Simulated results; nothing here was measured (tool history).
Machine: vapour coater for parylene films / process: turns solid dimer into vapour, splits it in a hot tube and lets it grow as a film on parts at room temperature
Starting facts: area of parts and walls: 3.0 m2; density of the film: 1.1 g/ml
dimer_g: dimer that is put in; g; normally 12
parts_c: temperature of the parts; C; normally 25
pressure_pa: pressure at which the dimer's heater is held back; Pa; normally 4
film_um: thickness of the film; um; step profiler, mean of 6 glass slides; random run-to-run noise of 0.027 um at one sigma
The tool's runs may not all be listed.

run	hour	dimer_g	parts_c	pressure_pa	film_um
1	0	12	25	4	2.17
2	51.2	12	25	4	2.09
3	97.2	12	25	4	2.06
4	145.5	6	25	4	1.03
5	188.7	6	25	4	0.98
6	239.2	12	25	4	1.94
7	271.9	12	25	4.33	1.94
8	300.8	12	25	4	1.97
9	339.7	12	25	4	1.87
# hour 355.8: trap's valve overhauled
10	381.6	12	25	4	2.09
11	406.7	12	25	5.1	1.95
12	457.6	12	25	4	2.03
13	503.6	12	25	4	2.03
14	539.8	12	25	2.37	2.27
# hour 563.9: table's thermometer calibrated
15	581.3	12	25	2.37	2.27
16	619.7	12	25	2.37	2.25
17	668.4	7	19	8.9	1.14
# hour 725: trap's valve overhauled
18	728.9	7	19	10.1	1.25
19	761.9	12	26	11.06	1.68
20	793.9	6	19	2.32	1.49
21	824.3	16	25	2.21	3.12
22	878.6	12	32	10.72	1.31
23	911.2	12	32	10.72	1.3
24	952.6	10	36	4	1.2
25	976.2	10	36	4	1.14
26	1017.3	6	25	3.66	1.01
27	1065.1	9	25	2.99	1.55
# hour 1092.8: trap's valve overhauled
28	1093.8	13	25	2.99	2.5
29	1138.3	13	25	2.99	2.47
30	1188.6	19	25	5.23	3.08

Consider 5 possible next runs. They are alternatives, not a sequence: every one starts from the tool as it was left by run 30. What does each give?
A	1246	12	21	2.78	?
B	1246	7	23	2.39	?
C	1246	12	25	10.49	?
D	1246	20	36	5.23	?
E	1246	18	25	9.69	?

run	film_um
A	2.49
B	1.42
C	1.68
D	2.23
E	2.53
With no hidden state in the tool, these same runs would have given:
run	film_um
A	2.71
B	1.54
C	1.83
D	2.43
E	2.76

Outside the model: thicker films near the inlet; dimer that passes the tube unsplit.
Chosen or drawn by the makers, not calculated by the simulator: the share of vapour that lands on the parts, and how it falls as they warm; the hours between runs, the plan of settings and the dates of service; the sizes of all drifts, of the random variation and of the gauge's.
